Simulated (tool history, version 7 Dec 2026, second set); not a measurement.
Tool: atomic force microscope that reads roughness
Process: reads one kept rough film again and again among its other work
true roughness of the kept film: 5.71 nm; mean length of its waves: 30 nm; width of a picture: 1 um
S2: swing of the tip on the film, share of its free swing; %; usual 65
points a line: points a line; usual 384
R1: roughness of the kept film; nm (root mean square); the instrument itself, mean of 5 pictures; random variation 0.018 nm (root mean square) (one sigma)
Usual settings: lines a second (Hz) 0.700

{"run": 1, "hour": 0.0, "lines a second (Hz)": 0.7, "S2": 65, "points a line": 384, "R1": 3.579}
{"run": 2, "hour": 64.9, "lines a second (Hz)": 0.7, "S2": 65, "points a line": 384, "R1": 4.28}
{"run": 3, "hour": 136.3, "lines a second (Hz)": 0.7, "S2": 65, "points a line": 384, "R1": 3.977}
{"run": 4, "hour": 189.7, "lines a second (Hz)": 0.7, "S2": 65, "points a line": 384, "R1": 3.788}
{"run": 5, "hour": 227.8, "lines a second (Hz)": 0.7, "S2": 65, "points a line": 384, "R1": 3.631}
{"run": 6, "hour": 260.3, "lines a second (Hz)": 0.7, "S2": 66, "points a line": 384, "R1": 4.358}
{"run": 7, "hour": 293.2, "lines a second (Hz)": 0.7, "S2": 65, "points a line": 384, "R1": 4.217}
{"run": 8, "hour": 325.9, "lines a second (Hz)": 0.7, "S2": 65, "points a line": 384, "R1": 4.08}
{"run": 9, "hour": 357.6, "lines a second (Hz)": 0.7, "S2": 65, "points a line": 384, "R1": 3.954}
{"run": 10, "hour": 422.2, "lines a second (Hz)": 2.239, "S2": 65, "points a line": 384, "R1": 3.572}
{"run": 11, "hour": 468.3, "lines a second (Hz)": 0.7, "S2": 65, "points a line": 384, "R1": 3.552}
{"run": 12, "hour": 539.7, "lines a second (Hz)": 0.7, "S2": 65, "points a line": 384, "R1": 4.145}
{"run": 13, "hour": 580.5, "lines a second (Hz)": 0.7, "S2": 65, "points a line": 384, "R1": 3.973}
{"run": 14, "hour": 612.6, "lines a second (Hz)": 0.7, "S2": 65, "points a line": 384, "R1": 3.847}
{"run": 15, "hour": 683.5, "lines a second (Hz)": 0.7, "S2": 65, "points a line": 384, "R1": 3.554}
{"run": 16, "hour": 731.5, "lines a second (Hz)": 0.7, "S2": 65, "points a line": 843, "R1": 4.234}
{"run": 17, "hour": 797.9, "lines a second (Hz)": 2.645, "S2": 78, "points a line": 843, "R1": 3.558}
{"run": 18, "hour": 828.7, "lines a second (Hz)": 0.895, "S2": 71, "points a line": 384, "R1": 3.767}
{"run": 19, "hour": 876.3, "lines a second (Hz)": 0.895, "S2": 71, "points a line": 384, "R1": 3.61}
{"run": 20, "hour": 913.7, "lines a second (Hz)": 0.895, "S2": 71, "points a line": 384, "R1": 3.489}
{"run": 21, "hour": 960.4, "lines a second (Hz)": 0.664, "S2": 65, "points a line": 283, "R1": 4.226}
{"run": 22, "hour": 1003.3, "lines a second (Hz)": 0.989, "S2": 77, "points a line": 384, "R1": 3.918}
{"run": 23, "hour": 1074.4, "lines a second (Hz)": 0.7, "S2": 80, "points a line": 384, "R1": 3.66}
{"run": 24, "hour": 1116.8, "lines a second (Hz)": 2.075, "S2": 84, "points a line": 343, "R1": 3.199}
{"run": 25, "hour": 1155.0, "lines a second (Hz)": 2.075, "S2": 84, "points a line": 343, "R1": 3.885}
{"run": 26, "hour": 1208.4, "lines a second (Hz)": 2.075, "S2": 59, "points a line": 588, "R1": 4.041}
{"run": 27, "hour": 1270.0, "lines a second (Hz)": 2.856, "S2": 60, "points a line": 1002, "R1": 3.778}
{"run": 28, "hour": 1326.7, "lines a second (Hz)": 2.019, "S2": 61, "points a line": 479, "R1": 3.589}
{"run": 29, "hour": 1369.9, "lines a second (Hz)": 1.633, "S2": 65, "points a line": 350, "R1": 3.421}
{"run": 30, "hour": 1444.6, "lines a second (Hz)": 1.666, "S2": 65, "points a line": 416, "R1": 3.982}
{"run": 31, "hour": 1479.5, "lines a second (Hz)": 1.666, "S2": 65, "points a line": 416, "R1": 3.807}
{"run": 32, "hour": 1528.7, "lines a second (Hz)": 1.71, "S2": 61, "points a line": 955, "R1": 3.669}

Not shown: 7 entries that the log had between the listed runs. Between which runs, and how does the tool's hidden state differ before and after?
Between runs 1 and 2: new tip fitted (hour 35.2)
  radius of the tip, nm: 21.9 -> 11.7; height scale over the true one, %: -0.21 -> -0.23
  measured less the result without the state, R1: -0.864 -> -0.158 nm (root mean square)
Between runs 5 and 6: new tip fitted (hour 259.7)
  radius of the tip, nm: 21.1 -> 10.7; height scale over the true one, %: -0.29 -> -0.3
  measured less the result without the state, R1: -0.818 -> -0.075 nm (root mean square)
Between runs 11 and 12: new tip fitted (hour 481.9)
  radius of the tip, nm: 22.4 -> 13.6; height scale over the true one, %: -0.38 -> -0.41
  measured less the result without the state, R1: -0.896 -> -0.313 nm (root mean square)
Between runs 15 and 16: new tip fitted (hour 705.4)
  radius of the tip, nm: 22.1 -> 12.4; height scale over the true one, %: -0.46 -> -0.48
  measured less the result without the state, R1: -0.880 -> -0.222 nm (root mean square)
Between runs 20 and 21: new tip fitted (hour 928.9)
  radius of the tip, nm: 22.7 -> 12.2; height scale over the true one, %: -0.54 -> -0.56
  measured less the result without the state, R1: -0.909 -> -0.211 nm (root mean square)
Between runs 24 and 25: new tip fitted (hour 1151.6)
  radius of the tip, nm: 21.1 -> 10.6; height scale over the true one, %: -0.62 -> -0.63
  measured less the result without the state, R1: -0.734 -> -0.070 nm (root mean square)
Between runs 29 and 30: new tip fitted (hour 1376.5)
  radius of the tip, nm: 22.7 -> 14.4; height scale over the true one, %: -0.71 -> -0.74
  measured less the result without the state, R1: -0.900 -> -0.385 nm (root mean square)
